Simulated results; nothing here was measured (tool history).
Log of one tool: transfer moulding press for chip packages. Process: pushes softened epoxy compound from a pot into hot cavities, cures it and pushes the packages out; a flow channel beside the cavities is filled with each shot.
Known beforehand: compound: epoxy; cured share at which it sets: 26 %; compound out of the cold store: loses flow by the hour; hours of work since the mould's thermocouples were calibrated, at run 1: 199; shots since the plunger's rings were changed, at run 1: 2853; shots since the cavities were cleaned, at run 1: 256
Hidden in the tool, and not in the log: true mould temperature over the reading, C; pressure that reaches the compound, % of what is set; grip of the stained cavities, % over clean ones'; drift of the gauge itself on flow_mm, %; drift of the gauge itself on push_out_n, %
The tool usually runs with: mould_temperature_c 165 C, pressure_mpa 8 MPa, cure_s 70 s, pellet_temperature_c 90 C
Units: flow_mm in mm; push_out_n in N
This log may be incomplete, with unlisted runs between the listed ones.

| run | day | mould_temperature_c | pressure_mpa | cure_s | pellet_temperature_c | hours of work since the mould's thermocouples were calibrated | shots since the plunger's rings were changed | shots since the cavities were cleaned | incoming compound's hours out of the cold store | flow_mm | push_out_n |
|---|---|---|---|---|---|---|---|---|---|---|---|
| 1 | 0 | 165 | 8 | 70 | 90 | 199 | 2853 | 256 | 34.6 | 829 | 1059 |
| 2 | 0.6 | 165 | 8 | 70 | 90 | 205 | 3004 | 407 | 26.2 | 856 | 1137 |
| 3 | 1.192 | 165 | 8 | 67 | 90 | 212 | 3152 | 555 | 16.9 | 869 | 1368 |
| 4 | 1.496 | 165 | 8 | 67 | 90 | 215 | 3228 | 631 | 17.8 | 868 | 1418 |
| 5 | 1.983 | 165 | 8 | 70 | 90 | 220 | 3350 | 753 | 29.2 | 833 | 1322 |
| 6 | 2.429 | 165 | 8 | 70 | 90 | 224 | 3461 | 864 | 45.9 | 798 | 1277 |
| 7 | 2.912 | 165 | 8 | 70 | 90 | 229 | 3583 | 986 | 16.3 | 872 | 1343 |
|  | 3.45 | cavities cleaned with cleaning compound and waxed |
| 8 | 3.538 | 169 | 8 | 70 | 90 | 235 | 3724 | 22 | 24.4 | 841 | 547 |
| 9 | 4.108 | 165 | 8 | 70 | 90 | 241 | 3866 | 164 | 19.1 | 862 | 952 |
| 10 | 4.604 | 165 | 8 | 70 | 90 | 246 | 3991 | 289 | 10.3 | 881 | 1096 |
| 11 | 5.171 | 165 | 8 | 70 | 90 | 252 | 4132 | 430 | 28.4 | 830 | 1202 |
| 12 | 5.521 | 164 | 8 | 70 | 90 | 255 | 4220 | 518 | 9 | 876 | 1363 |
| 13 | 5.954 | 164 | 8 | 70 | 90 | 260 | 4329 | 627 | 19.3 | 851 | 1379 |
| 14 | 6.546 | 164 | 8 | 70 | 90 | 266 | 4477 | 775 | 20.3 | 858 | 1426 |
| 15 | 7.125 | 164 | 8 | 70 | 90 | 272 | 4622 | 920 | 27.2 | 842 | 1445 |
| 16 | 7.646 | 167 | 8 | 70 | 90 | 277 | 4752 | 1050 | 44.1 | 790 | 1132 |
|  | 7.908 | cavities cleaned with cleaning compound and waxed |
| 17 | 8.05 | 167 | 8 | 70 | 90 | 281 | 4838 | 35 | 44.6 | 782 | 602 |
| 18 | 8.579 | 165 | 6.57 | 100 | 90 | 286 | 4971 | 168 | 25.2 | 753 | 593 |
| 19 | 8.954 | 162 | 8.16 | 105 | 90 | 290 | 5064 | 261 | 15.1 | 883 | 668 |
| 20 | 9.475 | 165 | 6.13 | 54 | 98 | 295 | 5195 | 392 | 17.3 | 744 | 2213 |
|  | 9.75 | plunger's sealing rings changed |
| 21 | 10.15 | 160 | 7.32 | 97 | 90 | 301 | 100 | 535 | 35.9 | 839 | 884 |
| 22 | 10.483 | 160 | 7.32 | 97 | 90 | 305 | 184 | 619 | 10.1 | 898 | 926 |
| 23 | 10.8 | 165 | 8 | 57 | 90 | 308 | 262 | 697 | 44 | 832 | 2136 |
| 24 | 11.371 | 165 | 8 | 57 | 90 | 314 | 406 | 841 | 15.1 | 911 | 2327 |
| 25 | 11.9 | 166 | 9.9 | 106 | 94 | 319 | 539 | 974 | 29.5 | 957 | 764 |
| 26 | 12.221 | 172 | 7.43 | 74 | 95 | 323 | 619 | 1054 | 36.6 | 811 | 877 |
|  | 12.525 | cavities cleaned with cleaning compound and waxed |
| 27 | 12.892 | 165 | 8 | 50 | 90 | 329 | 771 | 92 | 10.3 | 918 | 1940 |
| 28 | 13.538 | 165 | 8 | 50 | 90 | 335 | 933 | 254 | 11.6 | 919 | 2475 |
| 29 | 14.075 | 159 | 6.71 | 106 | 90 | 341 | 1067 | 388 | 45.1 | 767 | 779 |

Measured result minus the same run's result without the hidden state. Both carry the same run-to-run variation, though not necessarily the same gauge scatter:
| run | flow_mm | push_out_n |
|---|---|---|
| 1 | -34 | +469 |
| 2 | -38 | +562 |
| 3 | -40 | +711 |
| 4 | -40 | +748 |
| 5 | -41 | +706 |
| 6 | -40 | +690 |
| 7 | -45 | +737 |
| 8 | -46 | +55 |
| 9 | -47 | +340 |
| 10 | -50 | +482 |
| 11 | -49 | +590 |
| 12 | -54 | +691 |
| 13 | -53 | +724 |
| 14 | -55 | +765 |
| 15 | -56 | +790 |
| 16 | -55 | +619 |
| 17 | -55 | +94 |
| 18 | -54 | +205 |
| 19 | -65 | +278 |
| 20 | -56 | +1064 |
| 21 | +0 | +449 |
| 22 | -2 | +481 |
| 23 | -2 | +1141 |
| 24 | -5 | +1267 |
| 25 | -6 | +408 |
| 26 | -7 | +472 |
| 27 | -8 | +506 |
| 28 | -11 | +1030 |
| 29 | -11 | +365 |

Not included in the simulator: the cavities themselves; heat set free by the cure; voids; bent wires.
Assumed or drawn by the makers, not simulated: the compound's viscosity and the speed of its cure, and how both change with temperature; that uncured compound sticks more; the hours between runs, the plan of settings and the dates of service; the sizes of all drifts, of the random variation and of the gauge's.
